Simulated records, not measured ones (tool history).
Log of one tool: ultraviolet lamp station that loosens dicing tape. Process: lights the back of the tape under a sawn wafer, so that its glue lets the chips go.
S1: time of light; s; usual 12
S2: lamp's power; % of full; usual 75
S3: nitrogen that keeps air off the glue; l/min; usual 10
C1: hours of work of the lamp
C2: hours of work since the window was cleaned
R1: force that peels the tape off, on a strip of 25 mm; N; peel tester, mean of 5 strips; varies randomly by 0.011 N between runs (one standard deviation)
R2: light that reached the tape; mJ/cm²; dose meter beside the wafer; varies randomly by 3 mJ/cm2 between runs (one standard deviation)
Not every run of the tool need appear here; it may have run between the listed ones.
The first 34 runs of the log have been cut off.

run 35 hour=482.9 | S1=9 S2=86 S3=11 | C1=416 C2=105 | R1=0.797 R2=334
run 36 hour=503.9 | S1=9 S2=86 S3=11 | C1=427 C2=117 | R1=0.805 R2=330
run 37 hour=518.5 | S1=7 S2=63 S3=14 | C1=435 C2=124 | R1=1.726 R2=188
run 38 hour=531.9 | S1=7 S2=63 S3=14 | C1=442 C2=131 | R1=1.666 R2=185
run 39 hour=545.6 | S1=7 S2=63 S3=14 | C1=450 C2=139 | R1=1.738 R2=186
run 40 hour=555.4 | S1=14 S2=75 S3=3 | C1=455 C2=144 | R1=0.823 R2=444
run 41 hour=564.8 | S1=12 S2=70 S3=13 | C1=460 C2=149 | R1=0.705 R2=352
run 42 hour=584.9 | S1=12 S2=70 S3=13 | C1=471 C2=160 | R1=0.697 R2=353
run 43 hour=605.7 | S1=11 S2=75 S3=17 | C1=482 C2=171 | R1=0.683 R2=340
run 44 hour=623.0 | S1=12 S2=83 S3=10 | C1=491 C2=180 | R1=0.591 R2=413

3 options for the next run, each taken on its own from the tool as it stands now. Forecast them:
run A hour=644.0 | S1=12 S2=62 S3=5 | C1=502 C2=191 | R1=? R2=?
run B hour=644.0 | S1=12 S2=64 S3=10 | C1=502 C2=191 | R1=? R2=?
run C hour=644.0 | S1=9 S2=75 S3=15 | C1=502 C2=191 | R1=? R2=?

run=A R1=1.168 R2=306
run=B R1=0.915 R2=319
run=C R1=1.021 R2=276
Without the tool's hidden state the same runs would have given:
run=A R1=0.862 R2=375
run=B R1=0.648 R2=391
run=C R1=0.734 R2=339
